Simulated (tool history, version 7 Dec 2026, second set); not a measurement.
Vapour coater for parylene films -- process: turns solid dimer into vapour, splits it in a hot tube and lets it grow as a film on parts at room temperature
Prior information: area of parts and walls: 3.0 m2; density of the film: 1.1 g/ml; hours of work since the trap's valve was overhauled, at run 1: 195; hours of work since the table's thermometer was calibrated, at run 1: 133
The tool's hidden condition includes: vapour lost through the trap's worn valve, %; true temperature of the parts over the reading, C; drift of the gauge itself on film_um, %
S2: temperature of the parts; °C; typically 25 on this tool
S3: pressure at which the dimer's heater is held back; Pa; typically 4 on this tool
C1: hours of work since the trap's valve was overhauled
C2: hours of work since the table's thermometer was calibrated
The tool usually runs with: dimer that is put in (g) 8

{"run": 1, "hour": 0.0, "dimer that is put in (g)": 8, "S2": 25, "S3": 4, "C1": 195, "C2": 133, "thickness of the film (um)": 1.28}
{"run": 2, "hour": 21.4, "dimer that is put in (g)": 8, "S2": 25, "S3": 4, "C1": 211, "C2": 149, "thickness of the film (um)": 1.25}
{"run": 3, "hour": 36.4, "dimer that is put in (g)": 8, "S2": 25, "S3": 4, "C1": 222, "C2": 160, "thickness of the film (um)": 1.25}
{"run": 4, "hour": 46.0, "dimer that is put in (g)": 8, "S2": 25, "S3": 4, "C1": 229, "C2": 167, "thickness of the film (um)": 1.25}
{"run": 5, "hour": 62.3, "dimer that is put in (g)": 8, "S2": 25, "S3": 4, "C1": 241, "C2": 179, "thickness of the film (um)": 1.24}
{"hour": 70.0, "done": "trap's valve overhauled"}
{"run": 6, "hour": 75.0, "dimer that is put in (g)": 8, "S2": 25, "S3": 4, "C1": 4, "C2": 185, "thickness of the film (um)": 1.15}
{"run": 7, "hour": 85.5, "dimer that is put in (g)": 8, "S2": 25, "S3": 4, "C1": 11, "C2": 193, "thickness of the film (um)": 1.16}
{"run": 8, "hour": 103.6, "dimer that is put in (g)": 8, "S2": 25, "S3": 6.6, "C1": 25, "C2": 206, "thickness of the film (um)": 1.09}
{"run": 9, "hour": 113.8, "dimer that is put in (g)": 11, "S2": 25, "S3": 2.66, "C1": 32, "C2": 213, "thickness of the film (um)": 1.65}
{"run": 10, "hour": 128.9, "dimer that is put in (g)": 8, "S2": 28, "S3": 4.03, "C1": 43, "C2": 225, "thickness of the film (um)": 1.1}
{"run": 11, "hour": 144.6, "dimer that is put in (g)": 8, "S2": 28, "S3": 4.03, "C1": 55, "C2": 236, "thickness of the film (um)": 1.06}
{"run": 12, "hour": 161.6, "dimer that is put in (g)": 8, "S2": 28, "S3": 4.03, "C1": 67, "C2": 248, "thickness of the film (um)": 1.07}
{"hour": 168.2, "done": "trap's valve overhauled, once more"}
{"run": 13, "hour": 174.7, "dimer that is put in (g)": 8, "S2": 30, "S3": 8.68, "C1": 5, "C2": 255, "thickness of the film (um)": 1.18}
{"run": 14, "hour": 193.1, "dimer that is put in (g)": 8, "S2": 30, "S3": 11.6, "C1": 18, "C2": 269, "thickness of the film (um)": 1.16}
{"run": 15, "hour": 214.5, "dimer that is put in (g)": 5, "S2": 24, "S3": 2.2, "C1": 34, "C2": 284, "thickness of the film (um)": 0.91}
{"run": 16, "hour": 232.1, "dimer that is put in (g)": 4, "S2": 23, "S3": 2.87, "C1": 47, "C2": 297, "thickness of the film (um)": 0.73}

Below are 4 alternative next runs, each starting from the tool's condition after run 16. Predict each:
{"run": "A", "hour": 242.1, "dimer that is put in (g)": 4, "S2": 21, "S3": 2.87, "C1": 54, "C2": 305, "thickness of the film (um)": "?"}
{"run": "B", "hour": 242.1, "dimer that is put in (g)": 9, "S2": 18, "S3": 2.87, "C1": 54, "C2": 305, "thickness of the film (um)": "?"}
{"run": "C", "hour": 242.1, "dimer that is put in (g)": 5, "S2": 22, "S3": 2.55, "C1": 54, "C2": 305, "thickness of the film (um)": "?"}
{"run": "D", "hour": 242.1, "dimer that is put in (g)": 8, "S2": 17, "S3": 2.18, "C1": 54, "C2": 305, "thickness of the film (um)": "?"}

run=A thickness_of_the_film_(um)=0.74
run=B thickness_of_the_film_(um)=1.73
run=C thickness_of_the_film_(um)=0.94
run=D thickness_of_the_film_(um)=1.63
Without the tool's unlogged condition, the same runs would have read:
run=A thickness_of_the_film_(um)=0.76
run=B thickness_of_the_film_(um)=1.78
run=C thickness_of_the_film_(um)=0.96
run=D thickness_of_the_film_(um)=1.67

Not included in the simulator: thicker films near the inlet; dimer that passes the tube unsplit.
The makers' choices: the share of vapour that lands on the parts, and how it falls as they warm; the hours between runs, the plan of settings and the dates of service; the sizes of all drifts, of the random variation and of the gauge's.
